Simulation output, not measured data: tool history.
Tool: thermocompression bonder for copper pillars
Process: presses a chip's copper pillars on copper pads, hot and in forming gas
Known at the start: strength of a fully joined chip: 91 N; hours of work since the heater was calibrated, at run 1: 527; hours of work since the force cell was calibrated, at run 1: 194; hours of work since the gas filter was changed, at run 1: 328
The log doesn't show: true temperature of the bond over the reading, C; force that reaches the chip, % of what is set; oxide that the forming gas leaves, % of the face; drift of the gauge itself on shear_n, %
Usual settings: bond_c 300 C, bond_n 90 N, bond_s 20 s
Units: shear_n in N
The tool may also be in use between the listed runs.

run	hour	bond_c	bond_n	bond_s	hours of work since the heater was calibrated	hours of work since the force cell was calibrated	hours of work since the gas filter was changed	shear_n
1	0	300	90	20	527	194	328	38.4
2	62.8	300	90	20	564	230	365	37.4
3	102.4	300	90	20	587	254	388	37.8
4	138.9	300	90	20	609	275	410	37.4
# hour 200.5: forming gas filter changed
5	200.5	300	90	20	644	311	0	37.3
6	243.3	300	90	20	669	336	25	37.8
7	299.9	300	90	20	702	369	58	37.3
8	339.5	300	90	20	726	392	81	38
9	367.9	300	90	20	742	409	98	38.4
# hour 403: heater calibrated with a thermocouple chip
10	430.6	300	90	20	16	444	133	37.6
11	470	300	90	20	39	467	156	38.5
12	512.4	300	90	20	64	492	181	38.6
13	554.4	300	90	12	89	517	206	31.2
14	597.9	300	90	27	114	542	231	42.7
15	641.5	314	90	20	140	568	257	44.4
16	675.2	275	79	22	159	587	276	26.7
17	718.7	275	79	22	185	613	302	25.8
18	781.8	291	112	16	222	650	339	37.1
19	824.3	292	76	13	246	674	364	25.7
20	869.2	308	68	22	273	701	390	34.8
21	901	308	68	22	291	719	409	35.3
# hour 963.7: forming gas filter changed
22	963.7	296	90	20	328	756	0	36.6
23	1003.4	296	90	20	351	779	23	36.1
24	1036.4	300	101	20	370	798	43	40.4
25	1092.8	300	101	20	403	831	75	41.3
26	1119.9	298	66	19	419	847	91	28.6

Forecast each of these 5 alternatives for the next run:
A	1167.5	324	113	24	447	875	119	?
B	1167.5	298	66	12	447	875	119	?
C	1167.5	274	90	20	447	875	119	?
D	1167.5	292	80	20	447	875	119	?
E	1167.5	298	130	53	447	875	119	?

run	shear_n
A	58.9
B	23.4
C	27.5
D	32.1
E	63.6
Without the tool's hidden state the same runs would have given:
run	shear_n
A	59
B	23.5
C	27.5
D	32.2
E	63.6
